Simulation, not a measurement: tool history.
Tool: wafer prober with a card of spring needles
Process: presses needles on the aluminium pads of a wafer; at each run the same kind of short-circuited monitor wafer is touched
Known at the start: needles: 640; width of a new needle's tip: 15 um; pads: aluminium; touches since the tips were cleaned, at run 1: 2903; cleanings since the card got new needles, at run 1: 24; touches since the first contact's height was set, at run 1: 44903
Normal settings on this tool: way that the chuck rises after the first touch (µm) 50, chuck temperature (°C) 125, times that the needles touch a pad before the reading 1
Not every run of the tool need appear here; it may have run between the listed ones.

run,day,way that the chuck rises after the first touch (µm),chuck temperature (°C),times that the needles touch a pad before the reading,touches since the tips were cleaned,cleanings since the card got new needles,touches since the first contact's height was set,resistance of one needle with its contact and lead (mohm),way that a needle slides on the pad (µm)
1,0.000,50,125,1,2903,24,44903,301,9.567
# day 0.221: tips cleaned on abrasive film
# day 0.762: tips cleaned on abrasive film
# day 1.304: tips cleaned on abrasive film
2,1.646,50,105,1,3772,27,63034,302,9.559
# day 1.758: tips cleaned on abrasive film
# day 2.300: tips cleaned on abrasive film
# day 2.846: tips cleaned on abrasive film
# day 3.383: tips cleaned on abrasive film
# day 3.854: tips cleaned on abrasive film
3,3.854,50,105,1,0,32,87333,272,9.523
# day 4.388: tips cleaned on abrasive film
# day 4.917: tips cleaned on abrasive film
4,4.917,50,125,1,0,34,99037,271,9.476
# day 5.038: height of the first contact set anew
# day 5.475: tips cleaned on abrasive film
# day 6.017: tips cleaned on abrasive film
# day 6.562: tips cleaned on abrasive film
5,6.612,50,125,1,583,37,17352,279,9.627
# day 7.050: tips cleaned on abrasive film
# day 7.488: tips cleaned on abrasive film
# day 8.025: tips cleaned on abrasive film
# day 8.571: tips cleaned on abrasive film
6,8.683,50,125,1,1261,41,40160,298,9.587
# day 9.012: tips cleaned on abrasive film
# day 9.550: tips cleaned on abrasive film
7,9.679,50,35,1,1403,43,51092,276,9.578
# day 10.004: tips cleaned on abrasive film
# day 10.550: tips cleaned on abrasive film
8,10.904,50,35,1,3932,45,64621,290,9.555
# day 11.017: tips cleaned on abrasive film
# day 11.562: tips cleaned on abrasive film
# day 12.100: tips cleaned on abrasive film
# day 12.646: tips cleaned on abrasive film
9,12.767,50,34,1,1331,49,85105,275,9.517
# day 13.096: tips cleaned on abrasive film
# day 13.642: tips cleaned on abrasive film
# day 14.175: tips cleaned on abrasive film
# day 14.188: height of the first contact set anew
10,14.238,50,34,1,559,52,559,257,9.656
# day 14.675: tips cleaned on abrasive film
# day 15.212: tips cleaned on abrasive film
11,15.446,50,34,1,2576,54,13856,282,9.636
# day 15.667: tips cleaned on abrasive film
# day 16.208: tips cleaned on abrasive film
# day 16.646: tips cleaned on abrasive film
12,16.925,50,44,1,3081,57,30137,283,9.623
# day 17.146: tips cleaned on abrasive film
# day 17.679: tips cleaned on abrasive film
13,17.962,50,44,1,3140,59,41560,287,9.609
# day 18.183: tips cleaned on abrasive film
# day 18.725: tips cleaned on abrasive film
# day 19.271: tips cleaned on abrasive film
# day 19.817: tips cleaned on abrasive film
14,19.921,50,44,1,1191,63,63152,272,9.537
# day 20.358: tips cleaned on abrasive film
# day 20.904: tips cleaned on abrasive film
# day 21.446: tips cleaned on abrasive film
# day 21.992: tips cleaned on abrasive film
15,22.004,54,44,3,114,67,86055,253,10.293
# day 22.438: tips cleaned on abrasive film
# day 22.979: tips cleaned on abrasive film
16,23.150,54,44,3,1885,69,98712,256,10.266
# day 23.379: height of the first contact set anew
# day 23.492: tips cleaned on abrasive film
# day 24.038: tips cleaned on abrasive film
17,24.233,56,44,2,2186,71,9386,259,10.805
# day 24.554: tips cleaned on abrasive film
# day 25.092: tips cleaned on abrasive film
# day 25.529: tips cleaned on abrasive film
18,25.746,50,33,1,2406,74,26032,280,9.611
# day 25.971: tips cleaned on abrasive film
# day 26.512: tips cleaned on abrasive film
# day 26.950: tips cleaned on abrasive film
19,27.000,50,33,1,571,77,39827,260,9.576
# day 27.438: tips cleaned on abrasive film
# day 27.983: tips cleaned on abrasive film
# day 28.525: tips cleaned on abrasive film
20,28.662,65,72,1,1507,80,58133,269,12.429
# day 28.992: tips cleaned on abrasive film
# day 29.533: tips cleaned on abrasive film
21,29.917,38,62,3,4223,82,71957,283,7.195
# day 30.025: tips cleaned on abrasive film
# day 30.567: tips cleaned on abrasive film
# day 31.104: tips cleaned on abrasive film
22,31.254,30,88,1,1646,85,86676,343,5.638
# day 31.583: tips cleaned on abrasive film
# day 32.125: tips cleaned on abrasive film
23,32.242,43,125,1,1257,87,97534,297,8.119
# day 32.567: height of the first contact set anew
# day 32.679: tips cleaned on abrasive film
# day 33.225: tips cleaned on abrasive film
# day 33.771: tips cleaned on abrasive film
24,33.846,64,31,3,838,90,14038,246,12.346
# day 34.275: tips cleaned on abrasive film
# day 34.817: tips cleaned on abrasive film
# day 35.362: tips cleaned on abrasive film
# day 35.908: tips cleaned on abrasive film
25,36.000,64,120,3,1012,94,37758,266,12.310
# day 36.433: tips cleaned on abrasive film
# day 36.967: tips cleaned on abrasive film
# day 37.504: tips cleaned on abrasive film
# day 38.050: tips cleaned on abrasive film
26,38.412,64,120,3,4024,98,64354,276,12.264
# day 38.525: tips cleaned on abrasive film
# day 39.054: tips cleaned on abrasive film
# day 39.592: tips cleaned on abrasive film
27,39.596,32,54,1,46,101,77377,275,6.065

Alternative continuations, all from the tool just after run 27; predict every row:
# day 40.133: tips cleaned on abrasive film
# day 40.675: tips cleaned on abrasive film
# day 41.221: tips cleaned on abrasive film
A,41.525,50,28,2,3387,104,98661,?,?
# day 40.133: tips cleaned on abrasive film
# day 40.675: tips cleaned on abrasive film
# day 41.221: tips cleaned on abrasive film
B,41.525,50,40,3,3387,104,98661,?,?
# day 40.133: tips cleaned on abrasive film
# day 40.675: tips cleaned on abrasive film
# day 41.221: tips cleaned on abrasive film
C,41.525,60,112,1,3387,104,98661,?,?
# day 40.133: tips cleaned on abrasive film
# day 40.675: tips cleaned on abrasive film
# day 41.221: tips cleaned on abrasive film
D,41.525,68,125,1,3387,104,98661,?,?

run,resistance of one needle with its contact and lead (mohm),way that a needle slides on the pad (µm)
A,271,9.510
B,266,9.518
C,287,11.436
D,290,12.982
What these runs would have given with no unlogged condition in the tool:
run,resistance of one needle with its contact and lead (mohm),way that a needle slides on the pad (µm)
A,244,9.663
B,250,9.671
C,258,11.589
D,267,13.135
